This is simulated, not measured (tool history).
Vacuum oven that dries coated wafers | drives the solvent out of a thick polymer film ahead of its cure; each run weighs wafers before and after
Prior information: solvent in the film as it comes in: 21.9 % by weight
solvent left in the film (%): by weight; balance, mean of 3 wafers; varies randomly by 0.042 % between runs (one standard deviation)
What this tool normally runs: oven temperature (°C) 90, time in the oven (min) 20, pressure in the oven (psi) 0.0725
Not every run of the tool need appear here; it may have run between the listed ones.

run 1 hour=0.0 | oven_temperature_(°C)=90 time_in_the_oven_(min)=20 pressure_in_the_oven_(psi)=0.0725 | solvent_left_in_the_film_(%)=2.04
run 2 hour=48.7 | oven_temperature_(°C)=90 time_in_the_oven_(min)=20 pressure_in_the_oven_(psi)=0.0725 | solvent_left_in_the_film_(%)=2.15
run 3 hour=123.6 | oven_temperature_(°C)=90 time_in_the_oven_(min)=20 pressure_in_the_oven_(psi)=0.0725 | solvent_left_in_the_film_(%)=2.11
run 4 hour=201.7 | oven_temperature_(°C)=90 time_in_the_oven_(min)=20 pressure_in_the_oven_(psi)=0.0725 | solvent_left_in_the_film_(%)=2.15
run 5 hour=278.3 | oven_temperature_(°C)=90 time_in_the_oven_(min)=20 pressure_in_the_oven_(psi)=0.0725 | solvent_left_in_the_film_(%)=2.05
run 6 hour=378.3 | oven_temperature_(°C)=90 time_in_the_oven_(min)=20 pressure_in_the_oven_(psi)=0.0725 | solvent_left_in_the_film_(%)=2.08
run 7 hour=458.1 | oven_temperature_(°C)=90 time_in_the_oven_(min)=20 pressure_in_the_oven_(psi)=0.0725 | solvent_left_in_the_film_(%)=2.08
run 8 hour=522.3 | oven_temperature_(°C)=90 time_in_the_oven_(min)=20 pressure_in_the_oven_(psi)=0.0725 | solvent_left_in_the_film_(%)=2.12
run 9 hour=570.9 | oven_temperature_(°C)=90 time_in_the_oven_(min)=20 pressure_in_the_oven_(psi)=0.0725 | solvent_left_in_the_film_(%)=2.11
run 10 hour=668.5 | oven_temperature_(°C)=90 time_in_the_oven_(min)=20 pressure_in_the_oven_(psi)=0.0725 | solvent_left_in_the_film_(%)=2.09
run 11 hour=730.8 | oven_temperature_(°C)=90 time_in_the_oven_(min)=20 pressure_in_the_oven_(psi)=0.0725 | solvent_left_in_the_film_(%)=2.09
run 12 hour=778.9 | oven_temperature_(°C)=90 time_in_the_oven_(min)=20 pressure_in_the_oven_(psi)=0.0725 | solvent_left_in_the_film_(%)=2.16
run 13 hour=849.6 | oven_temperature_(°C)=90 time_in_the_oven_(min)=20 pressure_in_the_oven_(psi)=0.0725 | solvent_left_in_the_film_(%)=2.10
run 14 hour=916.2 | oven_temperature_(°C)=90 time_in_the_oven_(min)=20 pressure_in_the_oven_(psi)=0.0725 | solvent_left_in_the_film_(%)=2.10
run 15 hour=984.9 | oven_temperature_(°C)=90 time_in_the_oven_(min)=20 pressure_in_the_oven_(psi)=0.0725 | solvent_left_in_the_film_(%)=2.17
run 16 hour=1053.4 | oven_temperature_(°C)=90 time_in_the_oven_(min)=20 pressure_in_the_oven_(psi)=0.0725 | solvent_left_in_the_film_(%)=2.17
run 17 hour=1121.4 | oven_temperature_(°C)=90 time_in_the_oven_(min)=20 pressure_in_the_oven_(psi)=0.0725 | solvent_left_in_the_film_(%)=2.13
run 18 hour=1185.2 | oven_temperature_(°C)=90 time_in_the_oven_(min)=20 pressure_in_the_oven_(psi)=0.0725 | solvent_left_in_the_film_(%)=2.14
run 19 hour=1248.5 | oven_temperature_(°C)=90 time_in_the_oven_(min)=20 pressure_in_the_oven_(psi)=0.0421 | solvent_left_in_the_film_(%)=1.96
run 20 hour=1301.5 | oven_temperature_(°C)=90 time_in_the_oven_(min)=20 pressure_in_the_oven_(psi)=0.0421 | solvent_left_in_the_film_(%)=1.96
run 21 hour=1362.2 | oven_temperature_(°C)=90 time_in_the_oven_(min)=16 pressure_in_the_oven_(psi)=0.0419 | solvent_left_in_the_film_(%)=2.92
run 22 hour=1426.5 | oven_temperature_(°C)=90 time_in_the_oven_(min)=16 pressure_in_the_oven_(psi)=0.1617 | solvent_left_in_the_film_(%)=3.67

Run 23 is up next; what results do you expect?
run 23 hour=1486.0 | oven_temperature_(°C)=82 time_in_the_oven_(min)=16 pressure_in_the_oven_(psi)=0.0928 | solvent_left_in_the_film_(%)=?

{"run 23": {"solvent left in the film (%)": 5.84}}
The same run, on a tool lacking any hidden state, would have yielded solvent left in the film (%) 5.84.

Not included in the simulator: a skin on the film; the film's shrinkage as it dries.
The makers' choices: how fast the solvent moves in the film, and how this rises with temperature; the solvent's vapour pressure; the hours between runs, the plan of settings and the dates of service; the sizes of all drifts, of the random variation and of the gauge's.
